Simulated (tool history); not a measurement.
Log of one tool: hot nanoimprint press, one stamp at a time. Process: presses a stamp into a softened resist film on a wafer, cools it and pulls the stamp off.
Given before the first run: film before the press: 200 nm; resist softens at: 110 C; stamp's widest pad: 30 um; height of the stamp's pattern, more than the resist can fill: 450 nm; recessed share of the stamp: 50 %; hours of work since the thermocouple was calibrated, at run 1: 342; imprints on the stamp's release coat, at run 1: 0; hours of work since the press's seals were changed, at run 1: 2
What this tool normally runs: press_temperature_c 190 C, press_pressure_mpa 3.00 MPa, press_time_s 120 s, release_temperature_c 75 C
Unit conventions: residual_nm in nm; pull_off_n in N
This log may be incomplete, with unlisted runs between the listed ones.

run,day,press_temperature_c,press_pressure_mpa,press_time_s,release_temperature_c,hours of work since the thermocouple was calibrated,imprints on the stamp's release coat,hours of work since the press's seals were changed,residual_nm,pull_off_n
1,0.000,190,3.00,120,75,342,0,2,78.8,94
2,2.767,190,3.00,120,75,382,235,42,77.8,97
3,4.933,190,3.00,120,75,413,419,74,77.5,97
# day 5.671: plate thermocouple calibrated
4,6.825,190,3.00,120,63,17,569,99,75.8,123
5,9.412,186,3.00,120,75,54,789,137,89.4,98
# day 12.192: stamp cleaned and given a new release coat
6,13.079,190,3.00,120,65,104,76,186,75.3,113
7,15.933,190,3.00,120,65,145,318,227,75.3,118
8,18.612,190,3.00,120,70,184,545,266,75.5,109
9,20.050,190,3.00,120,75,205,667,287,75.1,98
10,23.342,190,3.00,120,75,252,947,335,74.1,100
# day 23.650: plate thermocouple calibrated, once more
# day 24.550: stamp cleaned and given a new release coat
11,26.675,190,3.00,120,75,40,180,378,82.1,97
12,28.121,190,3.00,120,82,61,303,399,81.1,84
13,29.796,190,3.00,120,66,85,445,423,81.8,119
14,32.262,190,3.00,120,66,121,655,459,81.5,121
15,35.154,187,3.00,120,75,163,900,501,90.5,102
# day 36.683: stamp cleaned and given a new release coat
16,37.900,187,3.00,120,75,199,103,537,90.3,95
17,41.250,187,3.00,120,75,248,388,585,90.6,97
18,43.817,202,3.00,116,75,285,606,622,51.7,100
19,45.454,202,3.00,116,75,309,744,646,51.1,99
20,47.500,202,3.00,116,75,338,918,676,51.8,100
# day 48.758: stamp cleaned and given a new release coat
21,49.971,202,3.00,116,75,370,103,708,50.9,95
22,51.950,198,3.00,120,62,399,271,737,58.5,124
# day 53.604: plate thermocouple calibrated
23,54.662,190,3.00,100,64,15,491,774,88.0,123
24,56.846,190,3.20,232,75,47,676,806,62.5,100
25,59.471,190,3.00,135,75,85,899,844,80.2,105
# day 60.971: stamp cleaned and given a new release coat
26,62.046,190,3.00,135,75,119,92,877,78.9,98
27,64.492,202,3.00,221,75,154,299,913,40.1,97
28,66.562,190,4.13,120,82,184,475,943,70.6,85
29,69.771,195,2.38,65,65,231,747,989,95.1,122

Below, some changes in residual_nm between adjacent runs. For each, the amount present without the hidden state too (settings, incoming material, random variation) and the amount remaining for the hidden state with gauge scatter not shared by both compared results:
Hidden conditions of the tool in this case: true temperature over the reading, C; pressure that arrives at the usual setting, %; grip of the stamp's worn release coat, % over a new coat's; drift of the gauge itself on residual_nm, %; drift of the gauge itself on pull_off_n, %.
Run 10 -> 11: plate thermocouple calibrated, once more, stamp cleaned and given a new release coat. residual_nm +8.0 nm: hidden state +7.0, all else +1.0.
Run 17 -> 18: press_temperature_c 187 -> 202, press_time_s 120 -> 116. residual_nm -38.9 nm: hidden state +0.2, all else -39.1.
Run 22 -> 23: press_temperature_c 198 -> 190, press_time_s 120 -> 100, release_temperature_c 62 -> 64, plate thermocouple calibrated. residual_nm +29.5 nm: hidden state +3.0, all else +26.5.
Run 26 -> 27: press_temperature_c 190 -> 202, press_time_s 135 -> 221. residual_nm -38.8 nm: hidden state -0.8, all else -38.0.
